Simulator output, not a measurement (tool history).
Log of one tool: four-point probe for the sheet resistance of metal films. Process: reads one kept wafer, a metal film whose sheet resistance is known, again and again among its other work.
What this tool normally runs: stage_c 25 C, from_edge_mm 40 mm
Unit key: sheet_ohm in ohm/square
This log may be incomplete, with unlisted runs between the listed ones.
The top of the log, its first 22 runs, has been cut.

| run | day | stage_c | from_edge_mm | sheet_ohm |
|---|---|---|---|---|
| 23 | 30.542 | 19 | 15 | 13.929055 |
| 24 | 31.917 | 20 | 24 | 13.900123 |
| 25 | 32.721 | 20 | 24 | 13.895956 |
| 26 | 33.704 | 29 | 18 | 13.755756 |
| 27 | 34.608 | 29 | 18 | 13.759078 |
| 28 | 35.7 | 29 | 18 | 13.75987 |
| 29 | 37.5 | 34 | 14 | 13.691829 |
| 30 | 38.667 | 19 | 14 | 13.948103 |
| 31 | 39.458 | 19 | 67 | 13.912558 |

What if the next run were any one of these 3? Each begins from the tool's condition after run 31:
| A | 41.012 | 28 | 48 | ? |
| B | 41.012 | 19 | 7 | ? |
| C | 41.012 | 30 | 5 | ? |

| run | sheet_ohm |
|---|---|
| A | 13.764599 |
| B | 14.068593 |
| C | 14.017696 |
With the hidden condition removed and each run's random variation left untouched, the same runs would have given:
| run | sheet_ohm |
|---|---|
| A | 13.74285 |
| B | 14.046698 |
| C | 13.995539 |
